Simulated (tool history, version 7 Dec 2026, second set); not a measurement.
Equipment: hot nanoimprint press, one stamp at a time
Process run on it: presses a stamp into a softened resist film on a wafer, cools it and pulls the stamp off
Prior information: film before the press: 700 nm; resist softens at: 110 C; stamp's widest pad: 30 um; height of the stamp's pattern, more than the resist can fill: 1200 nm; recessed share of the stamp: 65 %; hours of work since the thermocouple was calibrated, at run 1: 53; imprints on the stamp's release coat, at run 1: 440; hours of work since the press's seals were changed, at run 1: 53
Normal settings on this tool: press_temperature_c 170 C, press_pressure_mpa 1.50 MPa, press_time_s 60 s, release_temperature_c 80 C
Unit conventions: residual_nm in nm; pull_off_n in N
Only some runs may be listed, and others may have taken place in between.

run    hour  press_temperature_c  press_pressure_mpa  press_time_s  release_temperature_c  hours of work since the thermocouple was calibrated  imprints on the stamp's release coat  hours of work since the press's seals were changed  residual_nm  pull_off_n
  1     0.0                  170                1.50            60                     80                                                   53                                   440                                                  53        244.2         194
  2    71.6                  170                1.50            60                     70                                                  109                                   807                                                 109        241.8         215
  3   131.5                  170                1.50            60                     70                                                  157                                  1113                                                 157        241.9         222
      143.2  -- stamp cleaned and given a new release coat
  4   214.9                  170                1.50            60                     70                                                  218                                   367                                                 218        239.6         208
  5   306.3                  170                1.50            60                     70                                                  290                                   835                                                 290        238.6         219
      376.4  -- stamp cleaned and given a new release coat
  6   390.8                  170                1.50            60                     70                                                  352                                    73                                                 352        237.8         206
      455.4  -- plate thermocouple calibrated
  7   485.4                  170                1.50            60                     70                                                   24                                   543                                                 424        251.7         213
  8   531.4                  170                1.50            60                     70                                                   60                                   778                                                 461        251.5         217
  9   597.1                  170                1.50            60                     70                                                  112                                  1114                                                 513        251.0         221
      610.7  -- stamp cleaned and given a new release coat
 10   661.5                  170                1.50            60                     70                                                  158                                   260                                                 559        249.7         209
 11   713.8                  170                2.35            60                     80                                                  199                                   528                                                 600        197.5         196
 12   772.1                  170                2.35            60                     80                                                  245                                   826                                                 646        198.4         198
      836.9  -- stamp cleaned and given a new release coat
 13   857.0                  170                2.35           100                     67                                                  308                                   103                                                 708        158.8         210
 14   898.9                  170                1.86           107                     67                                                  341                                   318                                                 741        174.8         213
      972.3  -- plate thermocouple calibrated
      995.8  -- press's hydraulic seals changed and the load cell set to zero
 15  1000.1                  170                1.86           107                     67                                                   16                                   779                                                   3        174.4         220
 16  1048.8                  170                1.86           107                     67                                                   54                                  1028                                                  42        173.1         228
     1080.8  -- stamp cleaned and given a new release coat
 17  1120.9                  170                1.93            45                     80                                                  106                                   205                                                  94        238.2         190
 18  1200.9                  170                1.93           116                     80                                                  169                                   614                                                 157        162.7         198
 19  1262.8                  170                1.73           116                     80                                                  218                                   931                                                 206        172.0         202
     1314.2  -- stamp cleaned and given a new release coat
 20  1351.2                  175                1.73            64                     68                                                  283                                   189                                                 271        159.7         210
 21  1428.7                  166                1.37            62                     79                                                  345                                   586                                                 332        315.1         199
     1495.8  -- plate thermocouple calibrated
 22  1505.2                  166                1.37            62                     79                                                    7                                   962                                                 390        330.2         206

Branching from run 22: 3 alternative next runs. What would each branch give?
     1548.2  -- stamp cleaned and given a new release coat
  A  1557.5                  170                1.50            32                     80                                                   44                                    47                                                 427            ?           ?
     1548.2  -- stamp cleaned and given a new release coat
  B  1557.5                  166                1.37            62                     87                                                   44                                    47                                                 427            ?           ?
     1548.2  -- stamp cleaned and given a new release coat
  C  1557.5                  163                2.30            70                     80                                                   44                                    47                                                 427            ?           ?

run  residual_nm  pull_off_n
  A        315.4         187
  B        328.5         178
  C        299.4         189
With the hidden condition removed and each run's random variation left untouched, the same runs would have given:
run  residual_nm  pull_off_n
  A        311.9         187
  B        325.6         178
  C        293.1         189
